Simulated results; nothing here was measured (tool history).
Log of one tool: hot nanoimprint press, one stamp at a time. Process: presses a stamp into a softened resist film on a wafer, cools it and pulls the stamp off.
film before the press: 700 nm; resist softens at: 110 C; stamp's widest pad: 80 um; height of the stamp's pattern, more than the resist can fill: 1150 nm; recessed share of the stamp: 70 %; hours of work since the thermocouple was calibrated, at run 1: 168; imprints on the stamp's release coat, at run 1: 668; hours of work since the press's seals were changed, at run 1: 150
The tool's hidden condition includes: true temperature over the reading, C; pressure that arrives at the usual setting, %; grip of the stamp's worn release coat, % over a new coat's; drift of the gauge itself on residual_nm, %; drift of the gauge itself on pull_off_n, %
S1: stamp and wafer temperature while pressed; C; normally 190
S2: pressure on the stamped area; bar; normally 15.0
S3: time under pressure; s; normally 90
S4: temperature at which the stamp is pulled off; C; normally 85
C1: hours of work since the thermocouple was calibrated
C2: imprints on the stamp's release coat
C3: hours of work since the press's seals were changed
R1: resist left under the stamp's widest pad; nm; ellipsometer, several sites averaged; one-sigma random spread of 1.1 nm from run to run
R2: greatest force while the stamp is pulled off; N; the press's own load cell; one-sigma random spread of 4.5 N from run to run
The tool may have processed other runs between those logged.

run 1 hour=0.0 | S1=190 S2=15.0 S3=90 S4=85 | C1=168 C2=668 C3=150 | R1=391.3 R2=224
run 2 hour=13.9 | S1=190 S2=15.0 S3=174 S4=85 | C1=174 C2=709 C3=156 | R1=310.6 R2=219
run 3 hour=25.2 | S1=190 S2=15.0 S3=90 S4=85 | C1=179 C2=743 C3=161 | R1=391.2 R2=225
-- hour=36.7 stamp cleaned and given a new release coat
run 4 hour=57.4 | S1=190 S2=16.2 S3=90 S4=85 | C1=190 C2=62 C3=172 | R1=380.9 R2=215
run 5 hour=69.4 | S1=190 S2=16.2 S3=90 S4=85 | C1=195 C2=98 C3=177 | R1=380.2 R2=220
run 6 hour=83.9 | S1=190 S2=16.2 S3=90 S4=85 | C1=202 C2=141 C3=184 | R1=381.4 R2=214
run 7 hour=100.4 | S1=190 S2=15.0 S3=90 S4=85 | C1=209 C2=191 C3=191 | R1=395.5 R2=216
run 8 hour=113.7 | S1=190 S2=15.0 S3=90 S4=85 | C1=215 C2=231 C3=197 | R1=393.1 R2=208
run 9 hour=125.0 | S1=190 S2=15.0 S3=90 S4=85 | C1=219 C2=265 C3=202 | R1=394.2 R2=217
run 10 hour=141.5 | S1=190 S2=11.2 S3=90 S4=85 | C1=227 C2=314 C3=209 | R1=438.2 R2=213
run 11 hour=162.0 | S1=190 S2=11.2 S3=90 S4=85 | C1=236 C2=375 C3=218 | R1=438.4 R2=219
run 12 hour=176.3 | S1=190 S2=11.2 S3=90 S4=85 | C1=242 C2=418 C3=224 | R1=438.7 R2=225
run 13 hour=200.4 | S1=190 S2=21.8 S3=75 S4=85 | C1=252 C2=490 C3=234 | R1=361.7 R2=226
run 14 hour=219.6 | S1=190 S2=21.8 S3=75 S4=85 | C1=261 C2=548 C3=243 | R1=359.5 R2=216
run 15 hour=243.6 | S1=183 S2=11.3 S3=105 S4=89 | C1=271 C2=620 C3=253 | R1=493.0 R2=196
run 16 hour=261.5 | S1=183 S2=11.3 S3=105 S4=89 | C1=279 C2=673 C3=261 | R1=488.1 R2=194
run 17 hour=274.9 | S1=183 S2=11.3 S3=105 S4=89 | C1=285 C2=714 C3=267 | R1=490.9 R2=205
run 18 hour=287.1 | S1=183 S2=11.3 S3=105 S4=89 | C1=290 C2=750 C3=272 | R1=490.1 R2=204
-- hour=296.2 stamp cleaned and given a new release coat
run 19 hour=317.4 | S1=183 S2=11.3 S3=105 S4=89 | C1=301 C2=63 C3=283 | R1=490.0 R2=198
run 20 hour=332.3 | S1=189 S2=11.3 S3=130 S4=89 | C1=307 C2=108 C3=289 | R1=401.1 R2=195
run 21 hour=351.6 | S1=189 S2=11.3 S3=130 S4=89 | C1=315 C2=165 C3=298 | R1=402.0 R2=189
run 22 hour=362.7 | S1=189 S2=11.3 S3=130 S4=89 | C1=320 C2=199 C3=302 | R1=399.6 R2=199
run 23 hour=388.1 | S1=190 S2=15.0 S3=148 S4=85 | C1=331 C2=275 C3=313 | R1=332.1 R2=213

Some steps in R1 between neighbouring runs. How much of each would the tool show without its hidden state too (settings, what came in, random variation), and how much is left for the hidden state, with any gauge scatter that isn't in both results?
Run 14 -> 15: S1 190 -> 183, S2 21.8 -> 11.3, S3 75 -> 105, S4 85 -> 89. R1 +133.5 nm: hidden state +1.0, all else +132.5.
Run 19 -> 20: S1 183 -> 189, S3 105 -> 130. R1 -88.9 nm: hidden state -0.6, all else -88.3.
